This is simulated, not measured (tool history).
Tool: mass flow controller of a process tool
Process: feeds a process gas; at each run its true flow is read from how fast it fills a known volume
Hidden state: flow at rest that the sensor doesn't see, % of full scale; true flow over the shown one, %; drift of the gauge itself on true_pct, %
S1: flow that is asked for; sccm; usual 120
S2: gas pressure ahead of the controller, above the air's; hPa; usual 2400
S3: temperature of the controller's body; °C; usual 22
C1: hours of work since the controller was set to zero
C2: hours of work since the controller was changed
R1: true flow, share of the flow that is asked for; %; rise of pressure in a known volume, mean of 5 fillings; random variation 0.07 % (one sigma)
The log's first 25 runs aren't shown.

run    hour   S1    S2  S3    C1    C2      R1
 26  2815.2   20  2400  27  4161  4161   99.82
 27  2878.1  199  1970  27  4204  4204  101.31
 28  2950.7  199  1970  27  4253  4253  101.26
 29    3016  143  1590  24  4298  4298  100.41
 30  3092.9  143  1590  24  4351  4351  100.33
 31  3191.8  143  1590  33  4418  4418  101.36
 32  3322.8  143  1530  33  4508  4508  101.63
 33  3404.3  143  1530  33  4563  4563  101.27
 34    3531  104  1490  37  4650  4650  101.69
 35    3610   40  1490  22  4704  4704   99.25
 36  3740.6   36  1660  25  4793  4793    99.8
 37  3840.5   21  1460  25  4861  4861   99.77
 38  3936.5   21  1460  25  4926  4926   99.83
     3956.7  -- gauge calibrated
 39  4034.4   21  1460  25  4993  4993   98.11
 40  4132.9   21  1460  25  5061  5061   98.03
 41  4253.4   21  1460  25  5143  5143   98.27
 42  4333.6   21  1460  25  5198  5198   98.33
 43  4408.1   21  1460  25  5248  5248   98.32
 44  4526.1   61  1520  32  5329  5329   99.44
 45  4668.9   61  1730  25  5427  5427   98.92
 46  4756.5   61  1730  25  5486  5486   98.85
 47  4883.5   82  2420  25  5573  5573   99.46
 48  5027.8   35  1410  22  5672  5672   98.34

3 ways to go on from here, each from the tool as it stands after run 48. What would each give?
  A  5139.6  106  2140  32  5748  5748   ?
  B  5139.6   43  1580  22  5748  5748   ?
  C  5139.6   46  1410  22  5748  5748   ?

run     R1
  A  100.5
  B  98.47
  C   98.4
Without the tool's hidden state the same runs would have given:
run      R1
  A  100.02
  B   97.99
  C   97.92
